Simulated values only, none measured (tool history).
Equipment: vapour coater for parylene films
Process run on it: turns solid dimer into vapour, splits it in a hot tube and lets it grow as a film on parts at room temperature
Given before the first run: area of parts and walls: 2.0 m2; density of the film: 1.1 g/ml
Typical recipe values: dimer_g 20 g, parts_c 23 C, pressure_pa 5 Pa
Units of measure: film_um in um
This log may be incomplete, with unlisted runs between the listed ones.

| run | hour | dimer_g | parts_c | pressure_pa | film_um |
|---|---|---|---|---|---|
| 1 | 0 | 20 | 23 | 5 | 5.07 |
| 2 | 17.5 | 20 | 23 | 5 | 5.04 |
| 3 | 25.9 | 20 | 23 | 6.2 | 4.83 |
| 4 | 37.6 | 20 | 23 | 6.2 | 4.81 |
| 5 | 48.3 | 20 | 23 | 5 | 5.08 |
| 6 | 67.5 | 20 | 23 | 5 | 5.05 |
| 7 | 84.8 | 20 | 23 | 6.79 | 4.66 |
| 8 | 104.5 | 17 | 23 | 5 | 4.24 |
| 9 | 113.7 | 20 | 23 | 2.75 | 5.62 |
| 10 | 123.4 | 20 | 23 | 2.75 | 5.63 |
| 11 | 136.9 | 20 | 23 | 2.75 | 5.55 |
| 12 | 151.9 | 20 | 23 | 2.75 | 5.61 |
| 13 | 165.7 | 20 | 23 | 5 | 4.98 |
| 14 | 181 | 20 | 23 | 5 | 4.9 |
| 15 | 194 | 20 | 23 | 5.43 | 4.8 |
| 16 | 213.4 | 20 | 23 | 5 | 4.92 |
| 17 | 231.4 | 8 | 23 | 5 | 1.95 |
| 18 | 246.7 | 8 | 23 | 5 | 1.96 |
| 19 | 257.5 | 8 | 23 | 5 | 1.95 |
| 20 | 274.3 | 8 | 23 | 5 | 1.95 |
| 21 | 285.7 | 8 | 23 | 5 | 1.9 |
| 22 | 300 | 8 | 23 | 5 | 1.93 |
| 23 | 319.6 | 8 | 23 | 5 | 1.9 |
| 24 | 328.5 | 27 | 23 | 5 | 6.51 |
| 25 | 341.2 | 11 | 20 | 10.02 | 2.49 |
| 26 | 354.1 | 11 | 20 | 10.02 | 2.47 |
| 27 | 369 | 11 | 20 | 10.02 | 2.48 |
| 28 | 377.1 | 21 | 33 | 2.74 | 4.2 |
| 29 | 390.1 | 20 | 23 | 5.84 | 4.61 |
| 30 | 398.6 | 13 | 18 | 9.1 | 3.16 |
| 31 | 413.3 | 26 | 18 | 10.4 | 6.16 |
| 32 | 431.8 | 18 | 22 | 10.4 | 3.75 |
|  | 437 | trap's valve overhauled |
| 33 | 449.7 | 18 | 22 | 10.4 | 3.59 |
| 34 | 467.4 | 18 | 23 | 4.88 | 4.1 |
|  | 476.4 | trap's valve overhauled, once more |
| 35 | 479.9 | 11 | 23 | 5.49 | 2.77 |
| 36 | 490.2 | 11 | 23 | 5.49 | 2.83 |
| 37 | 503.9 | 8 | 26 | 3.94 | 2 |
| 38 | 516.8 | 13 | 29 | 2.85 | 3.16 |
| 39 | 534.5 | 33 | 30 | 2.42 | 8.03 |
| 40 | 552.4 | 33 | 30 | 2.42 | 8.03 |
| 41 | 563.4 | 11 | 15 | 6.31 | 3.4 |
| 42 | 581.3 | 11 | 28 | 6.31 | 2.32 |
| 43 | 592.6 | 20 | 21 | 2.48 | 6.3 |
| 44 | 604.2 | 20 | 21 | 2.48 | 6.3 |
| 45 | 619.6 | 20 | 22 | 2.24 | 6.26 |
| 46 | 632.1 | 12 | 24 | 6.04 | 2.81 |
| 47 | 651.3 | 12 | 24 | 6.04 | 2.82 |

Predict each of these 4 candidate next runs independently; none follows another, all start after run 47:
| A | 662.6 | 25 | 20 | 6.04 | ? |
| B | 662.6 | 13 | 23 | 9.87 | ? |
| C | 662.6 | 20 | 23 | 7.42 | ? |
| D | 662.6 | 10 | 20 | 6.04 | ? |

| run | film_um |
|---|---|
| A | 6.58 |
| B | 2.84 |
| C | 4.64 |
| D | 2.68 |
Without the tool's unlogged condition, the same runs would have read:
| run | film_um |
|---|---|
| A | 6.76 |
| B | 2.92 |
| C | 4.77 |
| D | 2.75 |
